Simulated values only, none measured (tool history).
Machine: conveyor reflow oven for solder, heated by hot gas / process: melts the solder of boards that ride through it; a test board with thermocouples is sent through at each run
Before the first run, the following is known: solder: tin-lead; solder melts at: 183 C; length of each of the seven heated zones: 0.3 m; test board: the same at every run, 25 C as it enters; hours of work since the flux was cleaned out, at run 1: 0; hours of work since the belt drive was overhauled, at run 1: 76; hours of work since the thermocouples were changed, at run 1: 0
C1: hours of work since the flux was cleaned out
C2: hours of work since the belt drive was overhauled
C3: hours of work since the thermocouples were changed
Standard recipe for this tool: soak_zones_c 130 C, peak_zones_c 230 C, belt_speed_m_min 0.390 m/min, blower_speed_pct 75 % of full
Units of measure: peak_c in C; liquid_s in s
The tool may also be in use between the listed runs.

{"run": 1, "day": 0.0, "soak_zones_c": 130, "peak_zones_c": 230, "belt_speed_m_min": 0.39, "blower_speed_pct": 75, "C1": 0, "C2": 76, "C3": 0, "peak_c": 216.2, "liquid_s": 66.3}
{"run": 2, "day": 0.296, "soak_zones_c": 130, "peak_zones_c": 230, "belt_speed_m_min": 0.39, "blower_speed_pct": 75, "C1": 3, "C2": 80, "C3": 3, "peak_c": 216.1, "liquid_s": 66.4}
{"run": 3, "day": 0.946, "soak_zones_c": 130, "peak_zones_c": 230, "belt_speed_m_min": 0.39, "blower_speed_pct": 75, "C1": 11, "C2": 87, "C3": 11, "peak_c": 216.2, "liquid_s": 65.2}
{"run": 4, "day": 1.292, "soak_zones_c": 130, "peak_zones_c": 230, "belt_speed_m_min": 0.39, "blower_speed_pct": 75, "C1": 14, "C2": 90, "C3": 14, "peak_c": 216.0, "liquid_s": 65.4}
{"run": 5, "day": 1.867, "soak_zones_c": 130, "peak_zones_c": 223, "belt_speed_m_min": 0.39, "blower_speed_pct": 75, "C1": 21, "C2": 97, "C3": 21, "peak_c": 210.0, "liquid_s": 59.5}
{"run": 6, "day": 2.283, "soak_zones_c": 130, "peak_zones_c": 230, "belt_speed_m_min": 0.39, "blower_speed_pct": 75, "C1": 25, "C2": 101, "C3": 25, "peak_c": 215.9, "liquid_s": 66.8}
{"run": 7, "day": 2.804, "soak_zones_c": 135, "peak_zones_c": 230, "belt_speed_m_min": 0.39, "blower_speed_pct": 75, "C1": 31, "C2": 107, "C3": 31, "peak_c": 217.0, "liquid_s": 68.4}
{"run": 8, "day": 3.454, "soak_zones_c": 135, "peak_zones_c": 230, "belt_speed_m_min": 0.39, "blower_speed_pct": 75, "C1": 38, "C2": 114, "C3": 38, "peak_c": 216.8, "liquid_s": 68.7}
{"run": 9, "day": 3.788, "soak_zones_c": 130, "peak_zones_c": 230, "belt_speed_m_min": 0.39, "blower_speed_pct": 75, "C1": 42, "C2": 118, "C3": 42, "peak_c": 216.0, "liquid_s": 66.3}
{"run": 10, "day": 4.308, "soak_zones_c": 130, "peak_zones_c": 230, "belt_speed_m_min": 0.39, "blower_speed_pct": 75, "C1": 47, "C2": 123, "C3": 47, "peak_c": 216.3, "liquid_s": 65.7}
{"run": 11, "day": 4.583, "soak_zones_c": 130, "peak_zones_c": 230, "belt_speed_m_min": 0.39, "blower_speed_pct": 54, "C1": 50, "C2": 126, "C3": 50, "peak_c": 211.0, "liquid_s": 59.9}
{"run": 12, "day": 5.204, "soak_zones_c": 130, "peak_zones_c": 230, "belt_speed_m_min": 0.39, "blower_speed_pct": 54, "C1": 57, "C2": 133, "C3": 57, "peak_c": 211.5, "liquid_s": 59.1}
{"run": 13, "day": 5.7, "soak_zones_c": 130, "peak_zones_c": 230, "belt_speed_m_min": 0.39, "blower_speed_pct": 54, "C1": 62, "C2": 139, "C3": 62, "peak_c": 211.1, "liquid_s": 59.6}
{"run": 14, "day": 6.317, "soak_zones_c": 130, "peak_zones_c": 230, "belt_speed_m_min": 0.39, "blower_speed_pct": 54, "C1": 69, "C2": 145, "C3": 69, "peak_c": 211.5, "liquid_s": 59.5}
{"run": 15, "day": 6.962, "soak_zones_c": 130, "peak_zones_c": 230, "belt_speed_m_min": 0.39, "blower_speed_pct": 75, "C1": 76, "C2": 152, "C3": 76, "peak_c": 216.7, "liquid_s": 65.6}
{"run": 16, "day": 7.296, "soak_zones_c": 130, "peak_zones_c": 225, "belt_speed_m_min": 0.435, "blower_speed_pct": 77, "C1": 80, "C2": 156, "C3": 80, "peak_c": 208.9, "liquid_s": 51.7}
{"run": 17, "day": 7.958, "soak_zones_c": 130, "peak_zones_c": 225, "belt_speed_m_min": 0.435, "blower_speed_pct": 77, "C1": 87, "C2": 163, "C3": 87, "peak_c": 208.8, "liquid_s": 51.2}
{"run": 18, "day": 8.396, "soak_zones_c": 140, "peak_zones_c": 240, "belt_speed_m_min": 0.378, "blower_speed_pct": 76, "C1": 92, "C2": 168, "C3": 92, "peak_c": 228.0, "liquid_s": 82.1}
{"run": 19, "day": 8.979, "soak_zones_c": 116, "peak_zones_c": 230, "belt_speed_m_min": 0.39, "blower_speed_pct": 64, "C1": 98, "C2": 174, "C3": 98, "peak_c": 210.9, "liquid_s": 55.1}
{"run": 20, "day": 9.45, "soak_zones_c": 120, "peak_zones_c": 230, "belt_speed_m_min": 0.39, "blower_speed_pct": 51, "C1": 103, "C2": 179, "C3": 103, "peak_c": 208.7, "liquid_s": 52.3}
{"run": 21, "day": 10.0, "soak_zones_c": 130, "peak_zones_c": 245, "belt_speed_m_min": 0.39, "blower_speed_pct": 75, "C1": 109, "C2": 185, "C3": 109, "peak_c": 229.5, "liquid_s": 76.9}
{"run": 22, "day": 10.417, "soak_zones_c": 141, "peak_zones_c": 223, "belt_speed_m_min": 0.39, "blower_speed_pct": 85, "C1": 114, "C2": 190, "C3": 114, "peak_c": 213.0, "liquid_s": 67.4}
{"run": 23, "day": 10.988, "soak_zones_c": 130, "peak_zones_c": 238, "belt_speed_m_min": 0.39, "blower_speed_pct": 54, "C1": 120, "C2": 196, "C3": 120, "peak_c": 218.0, "liquid_s": 66.1}

Forecast run 24:
{"run": 24, "day": 11.296, "soak_zones_c": 130, "peak_zones_c": 238, "belt_speed_m_min": 0.39, "blower_speed_pct": 54, "C1": 124, "C2": 200, "C3": 124, "peak_c": "?", "liquid_s": "?"}

peak_c: 218.7 C
liquid_s: 66.6 s
Had the tool carried no hidden state, the very same run would have given peak_c 218.8 C, liquid_s 66.6 s.
